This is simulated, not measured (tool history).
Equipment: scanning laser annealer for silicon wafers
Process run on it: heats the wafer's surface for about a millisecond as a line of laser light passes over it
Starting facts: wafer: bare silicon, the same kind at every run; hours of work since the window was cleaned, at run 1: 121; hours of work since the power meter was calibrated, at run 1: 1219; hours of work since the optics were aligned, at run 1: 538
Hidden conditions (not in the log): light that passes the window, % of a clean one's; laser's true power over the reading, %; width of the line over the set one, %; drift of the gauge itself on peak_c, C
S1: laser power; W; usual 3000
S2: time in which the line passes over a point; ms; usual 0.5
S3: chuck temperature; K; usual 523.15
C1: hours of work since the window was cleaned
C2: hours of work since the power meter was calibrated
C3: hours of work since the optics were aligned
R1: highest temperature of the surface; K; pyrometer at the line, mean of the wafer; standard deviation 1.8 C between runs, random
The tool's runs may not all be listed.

run 1 hour=0 | S1=3000 S2=0.5 S3=523.15 | C1=121 C2=1219 C3=538 | R1=1322.15
run 2 hour=45.7 | S1=3000 S2=0.5 S3=502.15 | C1=147 C2=1245 C3=564 | R1=1298.15
run 3 hour=122.8 | S1=3000 S2=0.408 S3=502.15 | C1=190 C2=1288 C3=607 | R1=1211.15
run 4 hour=154.7 | S1=3000 S2=0.408 S3=502.15 | C1=207 C2=1305 C3=624 | R1=1209.15
run 5 hour=189 | S1=3000 S2=0.408 S3=502.15 | C1=226 C2=1324 C3=644 | R1=1208.15
run 6 hour=225.9 | S1=3000 S2=0.408 S3=502.15 | C1=247 C2=1345 C3=664 | R1=1208.15
run 7 hour=276.8 | S1=3000 S2=0.408 S3=502.15 | C1=275 C2=1373 C3=692 | R1=1203.15
run 8 hour=348.6 | S1=3000 S2=0.408 S3=502.15 | C1=315 C2=1413 C3=732 | R1=1207.15
-- hour=354.3 window over the wafer cleaned
run 9 hour=408.6 | S1=3000 S2=0.408 S3=502.15 | C1=30 C2=1445 C3=765 | R1=1200.15
run 10 hour=473.4 | S1=3000 S2=0.408 S3=502.15 | C1=66 C2=1482 C3=801 | R1=1197.15
run 11 hour=548.9 | S1=3000 S2=0.408 S3=502.15 | C1=108 C2=1523 C3=843 | R1=1194.15
run 12 hour=608.2 | S1=3000 S2=0.5 S3=494.15 | C1=141 C2=1557 C3=876 | R1=1271.15
run 13 hour=654 | S1=3000 S2=0.5 S3=494.15 | C1=167 C2=1582 C3=901 | R1=1269.15
-- hour=692.9 window over the wafer cleaned, once more
run 14 hour=721.4 | S1=3000 S2=0.5 S3=494.15 | C1=16 C2=1618 C3=938 | R1=1293.15
run 15 hour=755 | S1=2862 S2=0.619 S3=536.15 | C1=35 C2=1637 C3=956 | R1=1395.15
run 16 hour=824.5 | S1=2862 S2=0.49 S3=514.15 | C1=73 C2=1676 C3=995 | R1=1266.15
run 17 hour=884.4 | S1=2862 S2=0.49 S3=514.15 | C1=107 C2=1709 C3=1028 | R1=1266.15
run 18 hour=945 | S1=3021 S2=0.354 S3=519.15 | C1=140 C2=1743 C3=1062 | R1=1178.15
run 19 hour=1000.3 | S1=3021 S2=0.354 S3=519.15 | C1=171 C2=1774 C3=1093 | R1=1172.15
run 20 hour=1064.2 | S1=3021 S2=0.446 S3=488.15 | C1=207 C2=1809 C3=1128 | R1=1229.15
run 21 hour=1096.5 | S1=3021 S2=0.446 S3=488.15 | C1=225 C2=1827 C3=1146 | R1=1233.15
run 22 hour=1134.9 | S1=3021 S2=0.371 S3=498.15 | C1=246 C2=1848 C3=1168 | R1=1164.15
-- hour=1165.7 optics aligned, line set to its width
run 23 hour=1187.7 | S1=3000 S2=0.539 S3=493.15 | C1=273 C2=1875 C3=12 | R1=1328.15
run 24 hour=1259.8 | S1=3017 S2=0.427 S3=550.15 | C1=313 C2=1915 C3=52 | R1=1280.15
run 25 hour=1304.1 | S1=3012 S2=0.531 S3=541.15 | C1=337 C2=1940 C3=77 | R1=1370.15
run 26 hour=1376.4 | S1=2934 S2=0.531 S3=547.15 | C1=378 C2=1980 C3=117 | R1=1348.15
-- hour=1398.6 window over the wafer cleaned
run 27 hour=1410.6 | S1=3000 S2=0.5 S3=532.15 | C1=7 C2=1998 C3=135 | R1=1342.15

Consider 5 possible next runs. They are alternatives, not a sequence: every one starts from the tool as it was left by run 27. What does each give?
run A hour=1453.2 | S1=3118 S2=0.352 S3=532.15 | C1=30 C2=2022 C3=159 | R1=?
run B hour=1453.2 | S1=3167 S2=0.559 S3=563.15 | C1=30 C2=2022 C3=159 | R1=?
run C hour=1453.2 | S1=3093 S2=0.5 S3=532.15 | C1=30 C2=2022 C3=159 | R1=?
run D hour=1453.2 | S1=3000 S2=0.5 S3=499.15 | C1=30 C2=2022 C3=159 | R1=?
run E hour=1453.2 | S1=3031 S2=0.418 S3=488.15 | C1=30 C2=2022 C3=159 | R1=?

run=A R1=1219.15
run=B R1=1470.15
run=C R1=1365.15
run=D R1=1305.15
run=E R1=1226.15
Had the tool no hidden state, the same runs would have come out as:
run=A R1=1231.15
run=B R1=1486.15
run=C R1=1379.15
run=D R1=1319.15
run=E R1=1239.15
